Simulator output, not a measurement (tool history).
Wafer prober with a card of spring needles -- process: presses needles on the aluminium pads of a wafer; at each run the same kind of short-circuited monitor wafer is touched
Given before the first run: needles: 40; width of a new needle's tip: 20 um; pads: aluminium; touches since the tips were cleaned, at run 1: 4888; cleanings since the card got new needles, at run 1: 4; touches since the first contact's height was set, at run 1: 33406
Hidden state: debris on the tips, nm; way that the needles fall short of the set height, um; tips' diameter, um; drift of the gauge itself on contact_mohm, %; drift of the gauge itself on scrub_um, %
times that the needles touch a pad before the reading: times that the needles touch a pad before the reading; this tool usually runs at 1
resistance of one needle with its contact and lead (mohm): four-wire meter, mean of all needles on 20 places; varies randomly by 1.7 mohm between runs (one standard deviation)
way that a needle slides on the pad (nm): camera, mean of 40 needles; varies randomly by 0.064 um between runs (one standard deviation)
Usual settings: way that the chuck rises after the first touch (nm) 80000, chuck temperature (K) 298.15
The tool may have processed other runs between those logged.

run	hour	way that the chuck rises after the first touch (nm)	chuck temperature (K)	times that the needles touch a pad before the reading	touches since the tips were cleaned	cleanings since the card got new needles	touches since the first contact's height was set	resistance of one needle with its contact and lead (mohm)	way that a needle slides on the pad (nm)
1	0	80000	298.15	1	4888	4	33406	304	15760
# hour 6.6: tips cleaned on abrasive film
2	6.8	80000	298.15	1	51	5	35277	372	15640
3	14.5	80000	298.15	3	2217	5	37443	240	15700
4	23	80000	298.15	3	4606	5	39832	234	15670
# hour 30.3: tips cleaned on abrasive film
5	33	80000	298.15	2	747	6	42621	208	15600
# hour 43.9: tips cleaned on abrasive film, once more
6	47.3	80000	298.15	2	952	7	46612	213	15760
7	53.6	80000	298.15	2	2732	7	48392	241	15650

Run 8 is up next; what results do you expect?
8	66.9	77000	298.15	1	6449	7	52109	?	?

{"run 8": {"resistance of one needle with its contact and lead (mohm)": 321, "way that a needle slides on the pad (nm)": 15150}}
With no hidden state in the tool, this same run would have given resistance of one needle with its contact and lead (mohm) 179, way that a needle slides on the pad (nm) 15290.
